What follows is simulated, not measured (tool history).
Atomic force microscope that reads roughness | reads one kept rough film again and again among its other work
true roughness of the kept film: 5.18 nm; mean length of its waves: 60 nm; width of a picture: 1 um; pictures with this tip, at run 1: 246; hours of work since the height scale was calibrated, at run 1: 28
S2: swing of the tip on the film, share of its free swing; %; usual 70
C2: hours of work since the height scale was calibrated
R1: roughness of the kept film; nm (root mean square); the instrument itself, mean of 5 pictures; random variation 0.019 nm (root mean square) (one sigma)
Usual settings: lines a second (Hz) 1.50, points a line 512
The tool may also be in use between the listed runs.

run 1 hour=0.0 | lines_a_second_(Hz)=1.50 S2=70 points_a_line=512 | pictures_with_this_tip=246 C2=28 | R1=4.223
run 2 hour=23.0 | lines_a_second_(Hz)=1.50 S2=70 points_a_line=512 | pictures_with_this_tip=280 C2=38 | R1=4.097
-- hour=28.0 new tip fitted
run 3 hour=33.5 | lines_a_second_(Hz)=1.50 S2=70 points_a_line=512 | pictures_with_this_tip=8 C2=43 | R1=4.560
run 4 hour=50.4 | lines_a_second_(Hz)=1.50 S2=70 points_a_line=512 | pictures_with_this_tip=33 C2=50 | R1=4.523
run 5 hour=64.5 | lines_a_second_(Hz)=1.76 S2=70 points_a_line=512 | pictures_with_this_tip=54 C2=56 | R1=4.452
run 6 hour=87.9 | lines_a_second_(Hz)=1.76 S2=70 points_a_line=512 | pictures_with_this_tip=89 C2=66 | R1=4.384
run 7 hour=105.7 | lines_a_second_(Hz)=1.76 S2=70 points_a_line=512 | pictures_with_this_tip=116 C2=74 | R1=4.378
run 8 hour=116.0 | lines_a_second_(Hz)=1.76 S2=70 points_a_line=772 | pictures_with_this_tip=131 C2=79 | R1=4.323
run 9 hour=130.7 | lines_a_second_(Hz)=1.76 S2=70 points_a_line=772 | pictures_with_this_tip=153 C2=85 | R1=4.286
run 10 hour=147.9 | lines_a_second_(Hz)=1.50 S2=70 points_a_line=512 | pictures_with_this_tip=179 C2=92 | R1=4.293
run 11 hour=168.8 | lines_a_second_(Hz)=1.50 S2=70 points_a_line=512 | pictures_with_this_tip=210 C2=101 | R1=4.257
run 12 hour=180.9 | lines_a_second_(Hz)=1.50 S2=70 points_a_line=512 | pictures_with_this_tip=228 C2=107 | R1=4.176
run 13 hour=200.9 | lines_a_second_(Hz)=1.50 S2=70 points_a_line=512 | pictures_with_this_tip=258 C2=115 | R1=4.152
run 14 hour=211.1 | lines_a_second_(Hz)=1.74 S2=75 points_a_line=267 | pictures_with_this_tip=273 C2=120 | R1=3.977
-- hour=220.3 new tip fitted
run 15 hour=233.6 | lines_a_second_(Hz)=1.74 S2=75 points_a_line=267 | pictures_with_this_tip=20 C2=129 | R1=4.355
run 16 hour=256.3 | lines_a_second_(Hz)=1.04 S2=58 points_a_line=512 | pictures_with_this_tip=54 C2=139 | R1=4.756
run 17 hour=270.5 | lines_a_second_(Hz)=2.06 S2=70 points_a_line=512 | pictures_with_this_tip=75 C2=145 | R1=4.341
run 18 hour=295.2 | lines_a_second_(Hz)=1.03 S2=58 points_a_line=903 | pictures_with_this_tip=112 C2=156 | R1=4.636
run 19 hour=309.5 | lines_a_second_(Hz)=1.03 S2=88 points_a_line=501 | pictures_with_this_tip=133 C2=162 | R1=4.127
run 20 hour=322.7 | lines_a_second_(Hz)=1.14 S2=70 points_a_line=308 | pictures_with_this_tip=153 C2=168 | R1=4.418
run 21 hour=335.3 | lines_a_second_(Hz)=3.04 S2=89 points_a_line=552 | pictures_with_this_tip=172 C2=173 | R1=3.211
run 22 hour=356.4 | lines_a_second_(Hz)=0.75 S2=76 points_a_line=348 | pictures_with_this_tip=203 C2=183 | R1=4.370
run 23 hour=380.9 | lines_a_second_(Hz)=0.75 S2=76 points_a_line=348 | pictures_with_this_tip=240 C2=193 | R1=4.279
run 24 hour=400.5 | lines_a_second_(Hz)=0.75 S2=76 points_a_line=348 | pictures_with_this_tip=269 C2=202 | R1=4.257
-- hour=414.0 new tip fitted
run 25 hour=424.2 | lines_a_second_(Hz)=3.05 S2=65 points_a_line=348 | pictures_with_this_tip=15 C2=212 | R1=4.402

Measured less the same run without the tool's hidden state. The same run-to-run variation is in both; the gauge's scatter may not be:
The hidden state here: radius of the tip, nm; height scale over the true one, %; drift of the gauge itself on roughness_nm, %.
run=1 R1=-0.396
run=2 R1=-0.440
run=3 R1=-0.008
run=4 R1=-0.051
run=5 R1=-0.085
run=6 R1=-0.147
run=7 R1=-0.189
run=8 R1=-0.213
run=9 R1=-0.250
run=10 R1=-0.294
run=11 R1=-0.346
run=12 R1=-0.368
run=13 R1=-0.414
run=14 R1=-0.419
run=15 R1=-0.026
run=16 R1=-0.093
run=17 R1=-0.122
run=18 R1=-0.197
run=19 R1=-0.208
run=20 R1=-0.257
run=21 R1=-0.212
run=22 R1=-0.339
run=23 R1=-0.390
run=24 R1=-0.432
run=25 R1=-0.010

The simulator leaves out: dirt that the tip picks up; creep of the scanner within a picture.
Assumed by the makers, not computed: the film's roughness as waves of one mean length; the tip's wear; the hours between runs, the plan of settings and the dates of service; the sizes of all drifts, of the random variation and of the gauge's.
